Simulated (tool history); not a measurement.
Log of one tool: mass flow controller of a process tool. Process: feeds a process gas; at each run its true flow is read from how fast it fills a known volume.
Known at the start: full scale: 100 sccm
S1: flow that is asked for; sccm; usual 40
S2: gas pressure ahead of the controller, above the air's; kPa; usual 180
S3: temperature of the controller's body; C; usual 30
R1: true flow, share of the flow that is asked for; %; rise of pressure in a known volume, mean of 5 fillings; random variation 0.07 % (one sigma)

run 1 hour=0.0 | S1=40 S2=180 S3=30 | R1=98.02
run 2 hour=51.1 | S1=40 S2=180 S3=40 | R1=96.73
run 3 hour=126.3 | S1=40 S2=180 S3=40 | R1=96.79
run 4 hour=185.8 | S1=40 S2=180 S3=40 | R1=96.87
run 5 hour=227.6 | S1=40 S2=180 S3=40 | R1=96.80
run 6 hour=302.8 | S1=40 S2=180 S3=30 | R1=98.07
run 7 hour=374.4 | S1=40 S2=180 S3=30 | R1=98.06
run 8 hour=450.9 | S1=40 S2=180 S3=30 | R1=98.00
run 9 hour=546.3 | S1=40 S2=180 S3=30 | R1=98.16
run 10 hour=613.6 | S1=40 S2=205 S3=30 | R1=97.89
run 11 hour=665.7 | S1=40 S2=205 S3=30 | R1=97.89
run 12 hour=749.0 | S1=40 S2=180 S3=30 | R1=98.04
run 13 hour=838.3 | S1=40 S2=180 S3=25 | R1=98.52
run 14 hour=899.7 | S1=25 S2=180 S3=30 | R1=97.12
run 15 hour=993.1 | S1=25 S2=180 S3=30 | R1=96.93
run 16 hour=1039.1 | S1=40 S2=144 S3=35 | R1=97.65

Forecast run 17:
run 17 hour=1128.8 | S1=40 S2=144 S3=35 | R1=?

Run 17 gave R1 97.75 %.
Without the tool's hidden state the same run would have given R1 98.05 %.

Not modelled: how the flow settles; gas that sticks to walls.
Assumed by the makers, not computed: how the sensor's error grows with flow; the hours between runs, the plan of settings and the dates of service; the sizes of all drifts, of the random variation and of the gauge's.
